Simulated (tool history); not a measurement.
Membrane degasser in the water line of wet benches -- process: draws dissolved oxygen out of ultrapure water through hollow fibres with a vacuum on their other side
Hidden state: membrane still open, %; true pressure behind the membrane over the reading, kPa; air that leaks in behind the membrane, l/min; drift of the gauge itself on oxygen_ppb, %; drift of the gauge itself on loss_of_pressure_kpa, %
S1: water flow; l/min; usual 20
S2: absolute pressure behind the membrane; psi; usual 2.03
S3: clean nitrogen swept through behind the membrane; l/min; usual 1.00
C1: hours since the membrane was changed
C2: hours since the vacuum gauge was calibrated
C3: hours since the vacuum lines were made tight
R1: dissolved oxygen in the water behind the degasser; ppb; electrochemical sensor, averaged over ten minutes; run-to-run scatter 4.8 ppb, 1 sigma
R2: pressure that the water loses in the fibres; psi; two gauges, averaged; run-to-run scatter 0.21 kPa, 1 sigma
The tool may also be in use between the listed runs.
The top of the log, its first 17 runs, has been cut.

| run | hour | S1 | S2 | S3 | C1 | C2 | C3 | R1 | R2 |
|---|---|---|---|---|---|---|---|---|---|
| 18 | 770.2 | 26 | 2.03 | 1.00 | 1511 | 1765 | 7351 | 600.3 | 9.586 |
| 19 | 821.1 | 22 | 1.94 | 1.80 | 1562 | 1816 | 7402 | 306.8 | 8.111 |
| 20 | 863.3 | 22 | 1.94 | 1.80 | 1604 | 1858 | 7444 | 311.0 | 7.983 |
| 21 | 925.1 | 21 | 1.23 | 0.58 | 1666 | 1920 | 7506 | 399.7 | 7.694 |
| 22 | 966.6 | 21 | 1.38 | 2.55 | 1707 | 1961 | 7548 | 150.1 | 7.680 |
| 23 | 1028.8 | 20 | 2.94 | 1.00 | 1769 | 2023 | 7610 | 718.6 | 7.355 |
| 24 | 1061.7 | 24 | 3.63 | 2.32 | 1802 | 2056 | 7643 | 533.8 | 8.765 |
| 25 | 1102.9 | 19 | 3.03 | 0.56 | 1843 | 2097 | 7684 | 1117.6 | 6.936 |
| 26 | 1148.7 | 19 | 3.03 | 0.56 | 1889 | 2143 | 7730 | 1120.6 | 6.947 |
| 27 | 1196.7 | 25 | 3.03 | 0.74 | 1937 | 2191 | 7778 | 1119.2 | 9.145 |
| 28 | 1256.7 | 25 | 3.03 | 0.74 | 1997 | 2251 | 7838 | 1124.2 | 9.126 |
| 29 | 1313.3 | 25 | 3.03 | 0.74 | 2054 | 2308 | 7894 | 1136.1 | 9.107 |
| 30 | 1372.3 | 13 | 1.48 | 0.56 | 2113 | 2367 | 7953 | 352.1 | 4.769 |
| 31 | 1423.9 | 15 | 1.49 | 0.94 | 2164 | 2418 | 8005 | 258.7 | 5.465 |
| 32 | 1471.1 | 23 | 1.46 | 2.84 | 2212 | 2466 | 8052 | 164.2 | 8.370 |
| 33 | 1500.7 | 23 | 1.49 | 0.50 | 2241 | 2495 | 8082 | 630.7 | 8.331 |

What if the next run were any one of these 3? Each begins from the tool's condition after run 33:
| A | 1560.5 | 23 | 1.28 | 0.50 | 2301 | 2555 | 8141 | ? | ? |
| B | 1560.5 | 24 | 2.64 | 1.98 | 2301 | 2555 | 8141 | ? | ? |
| C | 1560.5 | 20 | 3.23 | 2.26 | 2301 | 2555 | 8141 | ? | ? |

| run | R1 | R2 |
|---|---|---|
| A | 514.2 | 8.314 |
| B | 432.2 | 8.673 |
| C | 406.2 | 7.249 |
Had the tool no hidden state, the same runs would have come out as:
| run | R1 | R2 |
|---|---|---|
| A | 513.9 | 8.493 |
| B | 431.9 | 8.860 |
| C | 405.9 | 7.407 |
